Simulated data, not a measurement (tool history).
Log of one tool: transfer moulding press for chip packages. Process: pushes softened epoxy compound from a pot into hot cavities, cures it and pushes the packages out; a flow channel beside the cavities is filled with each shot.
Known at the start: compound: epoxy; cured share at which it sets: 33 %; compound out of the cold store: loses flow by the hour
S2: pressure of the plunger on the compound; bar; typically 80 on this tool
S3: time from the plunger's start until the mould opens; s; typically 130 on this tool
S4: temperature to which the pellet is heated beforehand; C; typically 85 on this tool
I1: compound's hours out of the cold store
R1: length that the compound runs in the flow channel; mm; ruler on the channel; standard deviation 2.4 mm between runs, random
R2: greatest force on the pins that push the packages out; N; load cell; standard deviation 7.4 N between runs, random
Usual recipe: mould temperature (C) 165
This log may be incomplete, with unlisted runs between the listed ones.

Run 1, hour 0: usual settings; I1 30.1. Result: R1 789 mm, R2 309 N.
Run 2, hour 19.6: usual settings; I1 20. Result: R1 850 mm, R2 319 N.
Run 3, hour 41.7: usual settings; I1 22.8. Result: R1 829 mm, R2 316 N.
Run 4, hour 70: usual settings; I1 39.7. Result: R1 745 mm, R2 316 N.
At hour 75.4: cavities cleaned with cleaning compound and waxed.
Run 5, hour 99.9: usual settings; I1 36.5. Result: R1 761 mm, R2 305 N.
At hour 123.3: plunger's sealing rings changed.
Run 6, hour 127.7: usual settings; I1 27.3. Result: R1 810 mm, R2 300 N.
Run 7, hour 145.5: usual settings; I1 10.7. Result: R1 902 mm, R2 321 N.
Run 8, hour 172.8: usual settings; I1 38.1. Result: R1 754 mm, R2 310 N.
Run 9, hour 196.4: usual settings; I1 47.4. Result: R1 712 mm, R2 323 N.
At hour 219.9: cavities cleaned with cleaning compound and waxed.
Run 10, hour 229.9: usual settings; I1 30.4. Result: R1 792 mm, R2 322 N.
Run 11, hour 256.8: usual settings; I1 22.2. Result: R1 833 mm, R2 315 N.
At hour 285.1: mould's thermocouples calibrated.
Run 12, hour 285.1: usual settings but S3 128 s; I1 44.2. Result: R1 728 mm, R2 305 N.
Run 13, hour 311.5: usual settings but S3 128 s; I1 30.1. Result: R1 793 mm, R2 324 N.
Run 14, hour 337.3: usual settings but S3 128 s; I1 9.7. Result: R1 904 mm, R2 320 N.
At hour 363: cavities cleaned with cleaning compound and waxed.
Run 15, hour 370: usual settings but S2 90.6 bar, S3 159 s; I1 37.2. Result: R1 807 mm, R2 280 N.
Run 16, hour 386.2: usual settings but mould temperature (C) 166, S4 77 C; I1 34.5. Result: R1 769 mm, R2 321 N.
Run 17, hour 405.7: usual settings but mould temperature (C) 166, S4 77 C; I1 28.3. Result: R1 798 mm, R2 304 N.
Run 18, hour 434.3: usual settings but mould temperature (C) 158, S2 92.9 bar, S3 158 s, S4 94 C; I1 43.4. Result: R1 813 mm, R2 347 N.
Run 19, hour 452.5: usual settings but S2 74.4 bar, S3 129 s; I1 9.1. Result: R1 873 mm, R2 334 N.
Run 20, hour 474.7: usual settings but S2 74.4 bar, S3 129 s; I1 42.7. Result: R1 708 mm, R2 323 N.
Run 21, hour 489.5: usual settings but S2 74.4 bar, S3 129 s; I1 43.7. Result: R1 695 mm, R2 324 N.
At hour 504.5: cavities cleaned with cleaning compound and waxed.
At hour 526.3: plunger's sealing rings changed.
Run 22, hour 526.3: usual settings but S4 78 C; I1 15. Result: R1 874 mm, R2 307 N.
Run 23, hour 554.9: usual settings but S3 115 s; I1 29.2. Result: R1 797 mm, R2 363 N.
Run 24, hour 584.1: usual settings but S3 115 s; I1 30.9. Result: R1 790 mm, R2 363 N.
Run 25, hour 611.4: usual settings but S3 115 s; I1 16.9. Result: R1 861 mm, R2 381 N.
Run 26, hour 641.4: usual settings but S3 115 s; I1 31.6. Result: R1 784 mm, R2 377 N.
At hour 648: cavities cleaned with cleaning compound and waxed.
Run 27, hour 657: usual settings but mould temperature (C) 162, S2 66.9 bar, S3 122 s, S4 79 C; I1 37.5. Result: R1 705 mm, R2 392 N.
Run 28, hour 676.2: usual settings but mould temperature (C) 162, S2 66.9 bar, S3 122 s, S4 79 C; I1 22.2. Result: R1 776 mm, R2 422 N.

Predict each of these 3 candidate next runs independently; none follows another, all start after run 28:
Run A, hour 708.6: usual settings but mould temperature (C) 168, S2 66.9 bar, S3 164 s, S4 87 C; I1 24. Result: R1 ?, R2 ?.
Run B, hour 708.6: usual settings but mould temperature (C) 163, S2 66.9 bar, S3 143 s, S4 79 C; I1 47. Result: R1 ?, R2 ?.
Run C, hour 708.6: usual settings but mould temperature (C) 159, S2 86.3 bar, S3 162 s, S4 79 C; I1 20.3. Result: R1 ?, R2 ?.

run   R1   R2
  A  743  293
  B  652  310
  C  900  326
Had the tool no hidden state, the same runs would have come out as:
run   R1   R2
  A  744  290
  B  652  307
  C  900  324

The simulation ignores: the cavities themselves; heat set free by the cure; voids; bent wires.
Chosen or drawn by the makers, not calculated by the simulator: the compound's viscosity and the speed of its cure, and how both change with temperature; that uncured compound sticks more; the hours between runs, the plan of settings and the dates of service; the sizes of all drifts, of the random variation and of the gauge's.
